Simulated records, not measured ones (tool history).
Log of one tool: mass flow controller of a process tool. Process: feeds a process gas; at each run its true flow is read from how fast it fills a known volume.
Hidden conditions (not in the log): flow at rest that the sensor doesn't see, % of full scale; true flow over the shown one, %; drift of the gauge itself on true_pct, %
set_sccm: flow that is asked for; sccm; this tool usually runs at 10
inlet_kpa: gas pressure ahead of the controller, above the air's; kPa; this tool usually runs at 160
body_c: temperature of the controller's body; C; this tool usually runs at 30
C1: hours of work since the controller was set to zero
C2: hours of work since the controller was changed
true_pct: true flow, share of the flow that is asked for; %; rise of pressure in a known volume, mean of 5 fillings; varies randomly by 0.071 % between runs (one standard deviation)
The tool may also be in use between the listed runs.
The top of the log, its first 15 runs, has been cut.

run 16 hour=2721.3 | set_sccm=10 inlet_kpa=163 body_c=30 | C1=466 C2=466 | true_pct=100.11
run 17 hour=2856.6 | set_sccm=10 inlet_kpa=160 body_c=30 | C1=561 C2=561 | true_pct=100.02
run 18 hour=2977.3 | set_sccm=10 inlet_kpa=273 body_c=30 | C1=645 C2=645 | true_pct=100.35
run 19 hour=3173.9 | set_sccm=10 inlet_kpa=273 body_c=30 | C1=783 C2=783 | true_pct=100.49
run 20 hour=3281.6 | set_sccm=10 inlet_kpa=160 body_c=30 | C1=858 C2=858 | true_pct=100.13
run 21 hour=3507.7 | set_sccm=10 inlet_kpa=160 body_c=30 | C1=1016 C2=1016 | true_pct=99.96
run 22 hour=3671.8 | set_sccm=4 inlet_kpa=264 body_c=30 | C1=1131 C2=1131 | true_pct=100.22
run 23 hour=3908.1 | set_sccm=6 inlet_kpa=237 body_c=27 | C1=1296 C2=1296 | true_pct=100.09
run 24 hour=4067.4 | set_sccm=6 inlet_kpa=237 body_c=27 | C1=1408 C2=1408 | true_pct=100.04
run 25 hour=4286.8 | set_sccm=6 inlet_kpa=237 body_c=27 | C1=1561 C2=1561 | true_pct=99.97
run 26 hour=4453.7 | set_sccm=16 inlet_kpa=237 body_c=27 | C1=1678 C2=1678 | true_pct=100.15
run 27 hour=4651.9 | set_sccm=10 inlet_kpa=213 body_c=21 | C1=1817 C2=1817 | true_pct=99.73
run 28 hour=4873.9 | set_sccm=3 inlet_kpa=273 body_c=28 | C1=1972 C2=1972 | true_pct=100.22
run 29 hour=4982.9 | set_sccm=3 inlet_kpa=143 body_c=32 | C1=2048 C2=2048 | true_pct=100.00
run 30 hour=5123.3 | set_sccm=3 inlet_kpa=252 body_c=30 | C1=2147 C2=2147 | true_pct=100.37
run 31 hour=5307.9 | set_sccm=3 inlet_kpa=252 body_c=30 | C1=2276 C2=2276 | true_pct=100.37
run 32 hour=5471.3 | set_sccm=3 inlet_kpa=252 body_c=30 | C1=2390 C2=2390 | true_pct=100.37
run 33 hour=5685.0 | set_sccm=3 inlet_kpa=147 body_c=30 | C1=2540 C2=2540 | true_pct=99.74
run 34 hour=5901.3 | set_sccm=10 inlet_kpa=160 body_c=29 | C1=2691 C2=2691 | true_pct=100.06
run 35 hour=6125.3 | set_sccm=10 inlet_kpa=160 body_c=29 | C1=2848 C2=2848 | true_pct=99.98
run 36 hour=6321.3 | set_sccm=10 inlet_kpa=160 body_c=29 | C1=2985 C2=2985 | true_pct=100.05
run 37 hour=6516.3 | set_sccm=10 inlet_kpa=160 body_c=29 | C1=3121 C2=3121 | true_pct=100.00
run 38 hour=6632.9 | set_sccm=3 inlet_kpa=217 body_c=30 | C1=3203 C2=3203 | true_pct=100.03
run 39 hour=6817.4 | set_sccm=3 inlet_kpa=160 body_c=22 | C1=3332 C2=3332 | true_pct=99.42

3 options for the next run, each taken on its own from the tool as it stands now. Forecast them:
run A hour=6931.8 | set_sccm=10 inlet_kpa=160 body_c=36 | C1=3412 C2=3412 | true_pct=?
run B hour=6931.8 | set_sccm=2 inlet_kpa=160 body_c=30 | C1=3412 C2=3412 | true_pct=?
run C hour=6931.8 | set_sccm=3 inlet_kpa=214 body_c=22 | C1=3412 C2=3412 | true_pct=?

run=A true_pct=100.54
run=B true_pct=99.87
run=C true_pct=99.46
Take away the tool's hidden state, keep each run's random variation, and the runs would have read:
run=A true_pct=100.53
run=B true_pct=99.88
run=C true_pct=99.46
